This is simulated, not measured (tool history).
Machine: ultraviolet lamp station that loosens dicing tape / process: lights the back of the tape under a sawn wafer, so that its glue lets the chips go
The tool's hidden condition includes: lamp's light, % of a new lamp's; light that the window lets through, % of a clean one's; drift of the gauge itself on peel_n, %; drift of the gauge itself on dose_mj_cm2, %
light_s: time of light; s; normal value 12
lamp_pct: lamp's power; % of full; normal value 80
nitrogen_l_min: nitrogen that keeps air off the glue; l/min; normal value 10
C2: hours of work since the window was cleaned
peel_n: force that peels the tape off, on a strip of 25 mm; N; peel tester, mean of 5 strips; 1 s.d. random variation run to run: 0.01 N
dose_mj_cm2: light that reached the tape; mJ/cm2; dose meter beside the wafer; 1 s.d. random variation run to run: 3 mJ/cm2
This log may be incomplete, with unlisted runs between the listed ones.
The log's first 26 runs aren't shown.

run 27 day=33.1 | light_s=13 lamp_pct=76 nitrogen_l_min=6 | hours_of_work_of_the_lamp=493 C2=521 | peel_n=1.208 dose_mj_cm2=339
run 28 day=34.225 | light_s=14 lamp_pct=80 nitrogen_l_min=19 | hours_of_work_of_the_lamp=507 C2=535 | peel_n=0.369 dose_mj_cm2=389
run 29 day=35.012 | light_s=7 lamp_pct=80 nitrogen_l_min=3 | hours_of_work_of_the_lamp=517 C2=545 | peel_n=3.88 dose_mj_cm2=194
run 30 day=36.267 | light_s=7 lamp_pct=93 nitrogen_l_min=3 | hours_of_work_of_the_lamp=532 C2=560 | peel_n=3.386 dose_mj_cm2=220
run 31 day=37.254 | light_s=13 lamp_pct=60 nitrogen_l_min=3 | hours_of_work_of_the_lamp=544 C2=572 | peel_n=2.711 dose_mj_cm2=263
run 32 day=38.546 | light_s=22 lamp_pct=80 nitrogen_l_min=4 | hours_of_work_of_the_lamp=560 C2=588 | peel_n=0.587 dose_mj_cm2=585
run 33 day=39.796 | light_s=22 lamp_pct=80 nitrogen_l_min=4 | hours_of_work_of_the_lamp=576 C2=604 | peel_n=0.606 dose_mj_cm2=588
run 34 day=41.379 | light_s=12 lamp_pct=73 nitrogen_l_min=4 | hours_of_work_of_the_lamp=595 C2=623 | peel_n=2.171 dose_mj_cm2=282
run 35 day=42.775 | light_s=23 lamp_pct=81 nitrogen_l_min=6 | hours_of_work_of_the_lamp=612 C2=640 | peel_n=0.407 dose_mj_cm2=594
run 36 day=43.783 | light_s=16 lamp_pct=66 nitrogen_l_min=6 | hours_of_work_of_the_lamp=625 C2=653 | peel_n=1.292 dose_mj_cm2=336
run 37 day=45.05 | light_s=9 lamp_pct=78 nitrogen_l_min=13 | hours_of_work_of_the_lamp=640 C2=668 | peel_n=1.485 dose_mj_cm2=222
run 38 day=46.521 | light_s=7 lamp_pct=63 nitrogen_l_min=7 | hours_of_work_of_the_lamp=658 C2=687 | peel_n=3.749 dose_mj_cm2=141
run 39 day=47.404 | light_s=7 lamp_pct=87 nitrogen_l_min=7 | hours_of_work_of_the_lamp=669 C2=697 | peel_n=2.696 dose_mj_cm2=191
-- day=47.662 window cleaned of glue's vapour
run 40 day=48.892 | light_s=7 lamp_pct=87 nitrogen_l_min=7 | hours_of_work_of_the_lamp=687 C2=15 | peel_n=2.468 dose_mj_cm2=197
run 41 day=50.354 | light_s=7 lamp_pct=87 nitrogen_l_min=5 | hours_of_work_of_the_lamp=705 C2=33 | peel_n=3.029 dose_mj_cm2=196
-- day=51.954 lamp changed
run 42 day=52.058 | light_s=23 lamp_pct=83 nitrogen_l_min=17 | hours_of_work_of_the_lamp=1 C2=54 | peel_n=0.177 dose_mj_cm2=879

Each row is a separate what-if for the run after 42, all from the same tool condition, not one after another. Results?
run A day=53.471 | light_s=15 lamp_pct=93 nitrogen_l_min=7 | hours_of_work_of_the_lamp=19 C2=71 | peel_n=? dose_mj_cm2=?
run B day=53.471 | light_s=9 lamp_pct=80 nitrogen_l_min=10 | hours_of_work_of_the_lamp=19 C2=71 | peel_n=? dose_mj_cm2=?
run C day=53.471 | light_s=8 lamp_pct=72 nitrogen_l_min=17 | hours_of_work_of_the_lamp=19 C2=71 | peel_n=? dose_mj_cm2=?
run D day=53.471 | light_s=9 lamp_pct=90 nitrogen_l_min=4 | hours_of_work_of_the_lamp=19 C2=71 | peel_n=? dose_mj_cm2=?

run=A peel_n=0.298 dose_mj_cm2=630
run=B peel_n=0.903 dose_mj_cm2=325
run=C peel_n=0.921 dose_mj_cm2=268
run=D peel_n=1.451 dose_mj_cm2=370
Take away the tool's hidden state, keep each run's random variation, and the runs would have read:
run=A peel_n=0.283 dose_mj_cm2=649
run=B peel_n=0.853 dose_mj_cm2=334
run=C peel_n=0.87 dose_mj_cm2=275
run=D peel_n=1.383 dose_mj_cm2=381
